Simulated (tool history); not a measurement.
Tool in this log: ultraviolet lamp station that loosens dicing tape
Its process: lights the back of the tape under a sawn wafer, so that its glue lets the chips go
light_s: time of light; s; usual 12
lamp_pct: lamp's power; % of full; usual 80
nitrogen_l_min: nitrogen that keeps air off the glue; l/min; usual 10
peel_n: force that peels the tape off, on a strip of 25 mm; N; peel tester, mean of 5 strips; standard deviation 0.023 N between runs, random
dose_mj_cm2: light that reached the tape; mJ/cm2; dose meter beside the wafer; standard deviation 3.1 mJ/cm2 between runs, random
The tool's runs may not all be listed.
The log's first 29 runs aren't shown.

| run | hour | light_s | lamp_pct | nitrogen_l_min | peel_n | dose_mj_cm2 |
|---|---|---|---|---|---|---|
| 30 | 1430.7 | 6 | 77 | 6 | 3.707 | 213 |
| 31 | 1469.4 | 14 | 73 | 6 | 1.427 | 458 |
| 32 | 1500.5 | 17 | 66 | 5 | 1.359 | 508 |
| 33 | 1557 | 17 | 66 | 5 | 1.379 | 490 |
| 34 | 1597.6 | 17 | 66 | 5 | 1.444 | 479 |
| 35 | 1637.2 | 11 | 71 | 10 | 2.055 | 329 |
|  | 1665.9 | window cleaned of glue's vapour |
| 36 | 1692 | 7 | 83 | 10 | 2.664 | 273 |
| 37 | 1761.6 | 16 | 60 | 4 | 1.795 | 430 |
| 38 | 1793.8 | 7 | 80 | 8 | 2.943 | 247 |
| 39 | 1838.1 | 7 | 80 | 8 | 2.963 | 247 |
| 40 | 1879.7 | 12 | 71 | 5 | 2.086 | 370 |
| 41 | 1938.9 | 12 | 77 | 6 | 1.826 | 391 |
| 42 | 2007 | 12 | 71 | 4 | 2.393 | 344 |

4 ways to go on from here, each from the tool as it stands after run 42. What would each give?
| A | 2037.8 | 12 | 92 | 10 | ? | ? |
| B | 2037.8 | 12 | 62 | 5 | ? | ? |
| C | 2037.8 | 21 | 81 | 5 | ? | ? |
| D | 2037.8 | 6 | 71 | 4 | ? | ? |

| run | peel_n | dose_mj_cm2 |
|---|---|---|
| A | 1.297 | 450 |
| B | 2.634 | 302 |
| C | 0.79 | 689 |
| D | 4.458 | 173 |
With the hidden condition removed and each run's random variation left untouched, the same runs would have given:
| run | peel_n | dose_mj_cm2 |
|---|---|---|
| A | 0.874 | 564 |
| B | 2.016 | 378 |
| C | 0.519 | 864 |
| D | 3.83 | 217 |

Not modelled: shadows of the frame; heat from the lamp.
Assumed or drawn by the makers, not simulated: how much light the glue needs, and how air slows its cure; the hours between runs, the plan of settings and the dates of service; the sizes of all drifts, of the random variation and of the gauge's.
